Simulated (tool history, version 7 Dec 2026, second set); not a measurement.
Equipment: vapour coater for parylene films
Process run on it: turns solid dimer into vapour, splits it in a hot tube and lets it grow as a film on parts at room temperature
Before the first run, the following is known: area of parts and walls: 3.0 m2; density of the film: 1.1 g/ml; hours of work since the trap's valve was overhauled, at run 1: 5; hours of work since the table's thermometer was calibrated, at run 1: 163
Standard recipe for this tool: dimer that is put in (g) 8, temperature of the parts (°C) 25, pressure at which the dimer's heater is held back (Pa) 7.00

run    day  dimer that is put in (g)  temperature of the parts (°C)  pressure at which the dimer's heater is held back (Pa)  hours of work since the trap's valve was overhauled  hours of work since the table's thermometer was calibrated  thickness of the film (nm)
  1  0.000                         8                             25                                                    7.00                                                    5                                                         163                        1240
  2  0.517                         8                             25                                                    7.00                                                   16                                                         174                        1210
  3  1.167                         8                             25                                                    7.00                                                   30                                                         188                        1210
  4  1.596                         6                             25                                                    7.00                                                   39                                                         197                         930
  5  2.217                         6                             25                                                    7.00                                                   52                                                         210                         890
  6  2.612                         8                             25                                                   10.29                                                   61                                                         219                        1090
  7  2.900                         8                             25                                                   10.29                                                   67                                                         225                        1070
  8  3.367                         8                             25                                                   10.29                                                   77                                                         235                        1070
  9  3.975                         5                             26                                                    3.36                                                   90                                                         248                         850
 10  4.383                         5                             26                                                    3.36                                                   99                                                         257                         840
 11  4.800                         7                             21                                                    7.00                                                  108                                                         266                        1190

Run 12 comes next. What will it give?
 12  5.462                        11                             24                                                    7.00                                                  122                                                         280                           ?

Run 12 produced thickness of the film (nm) 1670.
Were there no unlogged condition in the tool, this run, its random variation unchanged, would have produced thickness of the film (nm) 1760.

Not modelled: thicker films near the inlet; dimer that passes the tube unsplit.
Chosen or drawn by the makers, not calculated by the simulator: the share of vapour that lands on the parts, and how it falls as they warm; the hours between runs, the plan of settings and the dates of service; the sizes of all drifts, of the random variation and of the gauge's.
